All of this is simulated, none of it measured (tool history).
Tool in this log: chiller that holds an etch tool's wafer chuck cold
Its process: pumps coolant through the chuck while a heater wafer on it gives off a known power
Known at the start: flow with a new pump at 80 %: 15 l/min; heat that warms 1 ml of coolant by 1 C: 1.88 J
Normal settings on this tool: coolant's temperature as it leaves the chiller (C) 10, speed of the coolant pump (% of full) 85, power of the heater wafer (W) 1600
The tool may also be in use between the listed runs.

run	hour	coolant's temperature as it leaves the chiller (C)	speed of the coolant pump (% of full)	power of the heater wafer (W)	chuck's temperature once it has settled (C)	how much warmer the coolant comes back (C)
1	0.0	10	85	1600	21.1	3.23
2	45.2	10	85	1600	21.2	3.19
3	97.8	10	85	1600	21.2	3.29
4	151.4	10	85	1600	21.2	3.28
5	176.8	10	85	1600	21.3	3.28
6	211.5	10	85	1600	21.3	3.31
7	235.2	10	85	1444	20.2	2.92
8	263.5	10	85	1600	21.2	3.33
9	294.4	10	85	1600	21.2	3.29
10	335.2	10	85	1600	21.3	3.23
11	365.1	15	85	1600	26.5	3.29
12	387.4	15	85	1600	26.3	3.22
13	437.4	15	85	1600	26.3	3.26
14	464.2	15	85	1600	26.4	3.28
15	492.5	15	85	1600	26.2	3.30
16	517.3	10	85	1600	21.1	3.31
17	564.0	6	85	1297	15.1	2.69
18	588.8	6	99	1067	12.9	1.91
19	633.2	10	99	1872	22.2	3.35
20	664.7	10	99	1872	22.0	3.34
21	713.1	14	92	1872	27.0	3.56
22	756.4	1	85	852	6.9	1.81
23	808.5	14	85	852	20.0	1.78
24	851.9	14	96	861	19.4	1.55
25	876.3	17	95	2236	31.9	4.10
26	912.1	11	79	2094	26.5	4.70
27	957.9	11	100	1913	23.2	3.26
28	1004.1	11	100	1913	23.4	3.31
29	1040.8	4	77	922	11.0	2.13
30	1066.0	4	63	922	11.9	2.58
31	1089.7	4	63	922	11.9	2.62

Some steps in chuck's temperature once it has settled (C), run to run, broken into two amounts with sign: the step expected even without the hidden condition (settings, incoming material, random variation), and the rest, left for the hidden condition together with whatever gauge scatter is not in both the measured and the hidden-condition-free result:
The tool's hidden condition here consists of: heat passed by the chuck's channels, % of clean ones'; flow at a given pump speed, % of a new pump's; coolant's true temperature over the reading, C; drift of the gauge itself on chuck_c, C; drift of the gauge itself on warmer_back_c, C.
Run 21 -> 22: coolant's temperature as it leaves the chiller (C) 14 -> 1, speed of the coolant pump (% of full) 92 -> 85, power of the heater wafer (W) 1872 -> 852. chuck's temperature once it has settled (C) -20.1: hidden state -0.5, all else -19.6.
Run 22 -> 23: coolant's temperature as it leaves the chiller (C) 1 -> 14. chuck's temperature once it has settled (C) +13.1: hidden state -0.1, all else +13.2.
Run 24 -> 25: coolant's temperature as it leaves the chiller (C) 14 -> 17, speed of the coolant pump (% of full) 96 -> 95, power of the heater wafer (W) 861 -> 2236. chuck's temperature once it has settled (C) +12.5: hidden state +0.7, all else +11.8.
Run 28 -> 29: coolant's temperature as it leaves the chiller (C) 11 -> 4, speed of the coolant pump (% of full) 100 -> 77, power of the heater wafer (W) 1913 -> 922. chuck's temperature once it has settled (C) -12.4: hidden state -0.5, all else -11.9.
